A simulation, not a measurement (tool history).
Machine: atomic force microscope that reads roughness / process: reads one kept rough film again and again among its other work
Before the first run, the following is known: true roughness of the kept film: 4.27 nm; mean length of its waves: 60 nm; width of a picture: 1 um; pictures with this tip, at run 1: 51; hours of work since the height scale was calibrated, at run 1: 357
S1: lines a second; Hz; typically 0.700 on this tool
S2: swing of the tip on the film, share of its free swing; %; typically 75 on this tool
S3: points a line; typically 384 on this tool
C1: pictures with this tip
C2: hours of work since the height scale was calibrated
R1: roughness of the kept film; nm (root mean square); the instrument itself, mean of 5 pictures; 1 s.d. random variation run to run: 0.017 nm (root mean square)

run	day	S1	S2	S3	C1	C2	R1
1	0.000	0.700	75	384	51	357	3.804
# day 1.504: new tip fitted
2	2.542	0.700	75	384	47	396	3.786
# day 4.229: new tip fitted
3	5.250	0.700	75	384	46	438	3.788
# day 6.929: new tip fitted
4	7.521	0.700	75	384	27	473	3.879
5	8.946	0.700	75	384	91	495	3.629
# day 9.667: new tip fitted
6	11.204	0.646	75	384	69	530	3.720
# day 12.442: new tip fitted
7	13.254	0.646	75	384	37	561	3.853
# day 13.450: height scale calibrated on a step standard
# day 15.154: new tip fitted
8	15.192	0.534	75	323	2	27	3.978
9	17.067	1.353	69	523	86	56	3.670
# day 17.792: new tip fitted
10	18.562	2.079	85	523	35	79	3.611
# day 19.425: height scale calibrated on a step standard, once more
# day 20.546: new tip fitted
11	20.867	2.694	75	804	15	22	3.744

Some steps in R1, run to run, broken into two amounts with sign: the step expected even without the hidden condition (settings, incoming material, random variation), and the rest, left for the hidden condition together with whatever gauge scatter is not in both the measured and the hidden-condition-free result:
Hidden state at play: radius of the tip, nm; height scale over the true one, %; drift of the gauge itself on roughness_nm, %.
Run 8 -> 9: S1 0.534 -> 1.353, S2 75 -> 69, S3 323 -> 523. R1 -0.308 nm (root mean square): hidden state -0.266, all else -0.042.
